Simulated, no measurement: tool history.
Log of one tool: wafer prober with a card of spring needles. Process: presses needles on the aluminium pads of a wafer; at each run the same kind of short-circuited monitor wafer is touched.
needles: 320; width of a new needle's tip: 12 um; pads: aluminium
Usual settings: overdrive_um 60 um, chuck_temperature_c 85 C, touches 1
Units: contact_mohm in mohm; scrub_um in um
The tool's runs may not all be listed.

| run | hour | overdrive_um | chuck_temperature_c | touches | contact_mohm | scrub_um |
|---|---|---|---|---|---|---|
| 1 | 0 | 60 | 85 | 1 | 195 | 12.83 |
|  | 6.6 | tips cleaned on abrasive film |
| 2 | 7.6 | 60 | 85 | 1 | 188 | 12.91 |
| 3 | 13.9 | 60 | 85 | 1 | 192 | 12.91 |
|  | 16.7 | tips cleaned on abrasive film |
| 4 | 24.6 | 60 | 85 | 3 | 189 | 12.91 |
|  | 26.6 | tips cleaned on abrasive film |
| 5 | 31 | 60 | 85 | 3 | 192 | 12.89 |
|  | 37.1 | tips cleaned on abrasive film |
| 6 | 40.4 | 60 | 85 | 3 | 194 | 12.83 |
|  | 47 | tips cleaned on abrasive film |
| 7 | 51.9 | 60 | 85 | 3 | 192 | 12.84 |
|  | 56.9 | tips cleaned on abrasive film |
| 8 | 59.1 | 60 | 85 | 3 | 191 | 12.91 |
|  | 67.3 | tips cleaned on abrasive film |
| 9 | 69.9 | 60 | 85 | 3 | 191 | 12.91 |
|  | 77.2 | tips cleaned on abrasive film |
| 10 | 82 | 60 | 85 | 3 | 192 | 12.9 |
|  | 87 | tips cleaned on abrasive film |
| 11 | 92 | 60 | 51 | 1 | 185 | 12.85 |
|  | 96.6 | tips cleaned on abrasive film |
| 12 | 99.9 | 60 | 51 | 1 | 183 | 12.85 |
|  | 106.8 | tips cleaned on abrasive film |
| 13 | 106.8 | 60 | 51 | 1 | 187 | 12.87 |
| 14 | 115.5 | 60 | 51 | 1 | 185 | 12.91 |
|  | 117.3 | tips cleaned on abrasive film |
| 15 | 125.3 | 60 | 51 | 1 | 185 | 12.92 |
|  | 127 | tips cleaned on abrasive film |
|  | 136.7 | tips cleaned on abrasive film |
| 16 | 136.7 | 59 | 85 | 1 | 190 | 12.62 |
|  | 146.9 | tips cleaned on abrasive film |
| 17 | 148.6 | 60 | 54 | 1 | 186 | 12.88 |
|  | 156.6 | tips cleaned on abrasive film |
| 18 | 159.6 | 60 | 54 | 1 | 184 | 12.9 |
|  | 166.7 | tips cleaned on abrasive film |
| 19 | 167.9 | 60 | 54 | 2 | 186 | 12.96 |
|  | 176.6 | tips cleaned on abrasive film |
| 20 | 179.3 | 60 | 54 | 2 | 184 | 12.93 |
|  | 187.3 | tips cleaned on abrasive film |
| 21 | 191.6 | 41 | 51 | 1 | 192 | 8.85 |
|  | 197.5 | tips cleaned on abrasive film |
| 22 | 203.8 | 47 | 33 | 1 | 184 | 10.08 |
|  | 207.9 | tips cleaned on abrasive film |
| 23 | 211.3 | 60 | 44 | 3 | 185 | 12.92 |
|  | 217.8 | tips cleaned on abrasive film |
| 24 | 220.4 | 60 | 44 | 3 | 184 | 12.88 |
|  | 228.4 | tips cleaned on abrasive film |
| 25 | 230 | 60 | 44 | 3 | 181 | 12.92 |
|  | 238.4 | tips cleaned on abrasive film |
| 26 | 240.1 | 60 | 26 | 1 | 175 | 12.93 |
|  | 248.7 | tips cleaned on abrasive film |
| 27 | 252.5 | 60 | 26 | 1 | 180 | 12.91 |
|  | 258.2 | tips cleaned on abrasive film |
| 28 | 260 | 60 | 26 | 1 | 180 | 12.89 |
| 29 | 265.5 | 52 | 72 | 2 | 191 | 11.15 |

5 ways to go on from here, each from the tool as it stands after run 29. What would each give?
|  | 268.1 | tips cleaned on abrasive film |
| A | 272.3 | 52 | 55 | 1 | ? | ? |
|  | 268.1 | tips cleaned on abrasive film |
| B | 272.3 | 59 | 60 | 2 | ? | ? |
|  | 268.1 | tips cleaned on abrasive film |
| C | 272.3 | 45 | 32 | 2 | ? | ? |
|  | 268.1 | tips cleaned on abrasive film |
| D | 272.3 | 57 | 76 | 3 | ? | ? |
|  | 268.1 | tips cleaned on abrasive film |
| E | 272.3 | 46 | 85 | 2 | ? | ? |

| run | contact_mohm | scrub_um |
|---|---|---|
| A | 189 | 11.19 |
| B | 187 | 12.66 |
| C | 186 | 9.63 |
| D | 191 | 12.24 |
| E | 192 | 9.9 |
Without the tool's hidden state the same runs would have given:
| run | contact_mohm | scrub_um |
|---|---|---|
| A | 189 | 11.2 |
| B | 187 | 12.67 |
| C | 186 | 9.63 |
| D | 190 | 12.24 |
| E | 192 | 9.9 |

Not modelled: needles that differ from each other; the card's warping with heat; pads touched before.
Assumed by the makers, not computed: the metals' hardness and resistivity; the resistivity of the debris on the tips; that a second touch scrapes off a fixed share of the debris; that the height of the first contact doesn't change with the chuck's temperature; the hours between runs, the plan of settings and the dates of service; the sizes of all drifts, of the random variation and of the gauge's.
